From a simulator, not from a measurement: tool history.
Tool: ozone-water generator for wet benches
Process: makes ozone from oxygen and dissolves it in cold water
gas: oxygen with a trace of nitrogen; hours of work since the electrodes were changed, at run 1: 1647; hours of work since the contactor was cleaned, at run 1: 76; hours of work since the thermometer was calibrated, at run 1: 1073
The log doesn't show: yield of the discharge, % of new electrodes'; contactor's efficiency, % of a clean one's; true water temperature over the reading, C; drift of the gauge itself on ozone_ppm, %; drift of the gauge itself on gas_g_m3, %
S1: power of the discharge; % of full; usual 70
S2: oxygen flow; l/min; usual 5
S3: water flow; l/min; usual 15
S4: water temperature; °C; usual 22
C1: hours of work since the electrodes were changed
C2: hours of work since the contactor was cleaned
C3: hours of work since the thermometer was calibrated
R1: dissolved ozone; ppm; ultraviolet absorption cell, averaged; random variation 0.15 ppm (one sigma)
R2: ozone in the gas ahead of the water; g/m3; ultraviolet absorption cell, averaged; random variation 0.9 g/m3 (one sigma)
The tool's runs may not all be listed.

run,day,S1,S2,S3,S4,C1,C2,C3,R1,R2
1,0,70,5,15,22,1647,76,1073,18.2,142.5
2,1.358,70,5,15,22,1675,104,1102,18.2,142.7
3,3.162,79,5,15,22,1712,141,1139,20.7,157.9
4,4.712,70,5,15,22,1745,173,1171,18,142.5
5,5.667,70,5,15,22,1764,193,1191,17.9,143
6,7.112,70,5,15,25,1794,223,1221,17.2,141.2
7,8.383,70,5,15,22,1820,249,1247,18.2,141.1
8,9.512,70,5,15,22,1844,273,1270,18.1,140.3
9,10.454,70,5,15,22,1863,292,1290,18,141.4
10,11.875,70,5,15,22,1893,322,1319,18.1,141.8
11,12.762,70,5,15,22,1911,340,1338,17.7,140.7
# day 13.1: contactor cleaned
12,14.95,70,5,13,22,1953,38,1379,20,142.3
13,15.846,70,5,13,22,1971,57,1398,19.7,140.2
14,17.612,70,5,13,22,2008,93,1435,19.5,139.8
15,19.412,72,5,15,22,2045,131,1472,18.3,144.1
16,21.238,72,5,15,22,2083,168,1510,18.3,144.5
17,23.221,72,5,15,22,2124,209,1551,18.1,143.4
18,24.554,56,5,20,22,2152,237,1578,11.9,115.6
# day 25.088: contactor cleaned, once more
19,25.833,70,5,11,22,2175,15,1601,21.2,138.7
20,27.446,70,5,11,22,2208,49,1635,21.4,140.1
21,29.038,70,5,21,22,2241,82,1667,13.9,140
22,30.183,70,5,21,22,2265,106,1691,13.8,137.9
23,31.654,70,8.02,15,19,2295,136,1722,18.9,115.9
24,33.442,70,8.02,15,19,2332,173,1759,18.9,115.5
25,34.858,41,5,23,22,2361,202,1788,8,86.5
26,35.725,41,5,23,22,2379,220,1806,8,87
27,37.221,41,5,23,22,2410,251,1837,8,87.9
28,38.604,98,5.5,15,18,2439,280,1865,25.7,179.6
29,40.279,98,5.5,21,28,2474,314,1900,16.6,179.7
30,42.154,98,5.5,21,28,2512,353,1939,16.9,180
31,43.958,98,5.5,21,28,2550,391,1976,16.6,178.9
32,45.388,70,5,15,21,2579,420,2006,18,137.8
33,46.9,70,5,15,21,2611,451,2037,17.9,138.9

Measured less the same run without the tool's hidden state. The same run-to-run variation is in both; the gauge's scatter may not be:
run,R1,R2
1,-1,-7.7
2,-1.1,-7.8
3,-1.3,-10
4,-1.1,-8.2
5,-1.1,-8.2
6,-1.1,-8.3
7,-1.1,-8.4
8,-1.2,-8.5
9,-1.2,-8.8
10,-1.2,-8.8
11,-1.2,-8.9
12,-1.4,-9.1
13,-1.4,-9.1
14,-1.4,-9.2
15,-1.4,-9.9
16,-1.4,-10.2
17,-1.5,-10.3
18,-0.8,-6.5
19,-1.6,-10
20,-1.6,-10.3
21,-1.1,-10.4
22,-1.1,-10.4
23,-1.5,-8.8
24,-1.5,-8.9
25,-0.4,-3.4
26,-0.4,-3.5
27,-0.4,-3.5
28,-2.9,-19.3
29,-1.9,-19.5
30,-1.9,-19.9
31,-2,-20.1
32,-1.7,-11.9
33,-1.7,-12.1
